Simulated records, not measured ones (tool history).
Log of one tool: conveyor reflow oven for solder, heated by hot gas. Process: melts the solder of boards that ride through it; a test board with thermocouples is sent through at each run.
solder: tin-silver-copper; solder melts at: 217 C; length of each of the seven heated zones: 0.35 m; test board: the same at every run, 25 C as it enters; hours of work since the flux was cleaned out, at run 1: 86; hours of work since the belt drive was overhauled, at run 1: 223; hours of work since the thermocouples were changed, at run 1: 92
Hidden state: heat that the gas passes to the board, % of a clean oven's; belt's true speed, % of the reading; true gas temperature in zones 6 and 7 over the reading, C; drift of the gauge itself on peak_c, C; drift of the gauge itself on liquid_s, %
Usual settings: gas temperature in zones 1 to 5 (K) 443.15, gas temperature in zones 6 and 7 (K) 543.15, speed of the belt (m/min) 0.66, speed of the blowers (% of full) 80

| run | day | gas temperature in zones 1 to 5 (K) | gas temperature in zones 6 and 7 (K) | speed of the belt (m/min) | speed of the blowers (% of full) | hours of work since the flux was cleaned out | hours of work since the belt drive was overhauled | hours of work since the thermocouples were changed | highest temperature of the board (K) | time above the solder's melting point (s) |
|---|---|---|---|---|---|---|---|---|---|---|
| 1 | 0 | 443.15 | 543.15 | 0.66 | 80 | 86 | 223 | 92 | 527.85 | 48.8 |
| 2 | 0.2 | 443.15 | 543.15 | 0.66 | 80 | 88 | 226 | 94 | 528.25 | 48.4 |
| 3 | 0.442 | 443.15 | 557.15 | 0.66 | 80 | 91 | 228 | 97 | 540.45 | 54.3 |
| 4 | 0.825 | 443.15 | 543.15 | 0.66 | 77 | 96 | 233 | 102 | 527.65 | 48.1 |
| 5 | 1.138 | 440.15 | 543.15 | 0.66 | 80 | 99 | 237 | 105 | 527.75 | 47.4 |
| 6 | 1.329 | 440.15 | 543.15 | 0.66 | 80 | 102 | 239 | 107 | 527.85 | 47.5 |
| 7 | 1.633 | 440.15 | 543.15 | 0.66 | 80 | 105 | 242 | 111 | 527.65 | 47.5 |
| 8 | 1.975 | 440.15 | 543.15 | 0.66 | 80 | 109 | 246 | 115 | 527.45 | 47.3 |
| 9 | 2.183 | 440.15 | 543.15 | 0.66 | 80 | 111 | 249 | 117 | 527.55 | 47.5 |
| 10 | 2.475 | 443.15 | 543.15 | 0.66 | 80 | 115 | 252 | 121 | 527.95 | 48.5 |
| 11 | 2.658 | 449.15 | 543.15 | 0.669 | 80 | 117 | 254 | 123 | 528.55 | 49.7 |
| 12 | 2.912 | 450.15 | 546.15 | 0.665 | 56 | 120 | 257 | 126 | 526.25 | 47.9 |
| 13 | 3.329 | 450.15 | 546.15 | 0.665 | 56 | 125 | 262 | 131 | 526.15 | 48.1 |
|  | 3.558 | flux residue cleaned out of gas plates and filters |
| 14 | 3.846 | 433.15 | 533.15 | 0.689 | 73 | 3 | 266 | 134 | 514.75 | 34.3 |
| 15 | 4.229 | 432.15 | 533.15 | 0.728 | 64 | 8 | 270 | 139 | 509.95 | 27.5 |
|  | 4.512 | flux residue cleaned out of gas plates and filters, once more |
| 16 | 4.838 | 432.15 | 533.15 | 0.728 | 64 | 4 | 275 | 143 | 511.15 | 28.9 |
| 17 | 5.021 | 432.15 | 533.15 | 0.542 | 64 | 6 | 277 | 145 | 520.95 | 51.7 |
| 18 | 5.238 | 443.15 | 543.15 | 0.766 | 66 | 8 | 279 | 148 | 520.45 | 36.3 |
| 19 | 5.658 | 446.15 | 537.15 | 0.684 | 66 | 13 | 284 | 153 | 519.95 | 42.1 |
| 20 | 5.858 | 446.15 | 542.15 | 0.715 | 52 | 16 | 286 | 155 | 518.55 | 37.8 |

Hidden state at the last listed run before each entry between runs and at the first one after, where it differs:
Between runs 13 and 14: flux residue cleaned out of gas plates and filters (day 3.558)
  heat that the gas passes to the board, % of a clean oven's: 96.4 -> 95.7; belt's true speed, % of the reading: 99.39 -> 99.38
  measured less the result without the state, highest temperature of the board (K): -0.6 -> -1; time above the solder's melting point (s): -0.2 -> -0.8
Between runs 15 and 16: flux residue cleaned out of gas plates and filters, once more (day 4.512)
  heat that the gas passes to the board, % of a clean oven's: 95.6 -> 99.4; belt's true speed, % of the reading: 99.37 -> 99.36; true gas temperature in zones 6 and 7 over the reading, C: -0.03 -> -0.02
  measured less the result without the state, highest temperature of the board (K): -1.1 -> +0.1; time above the solder's melting point (s): -1 -> +0.3
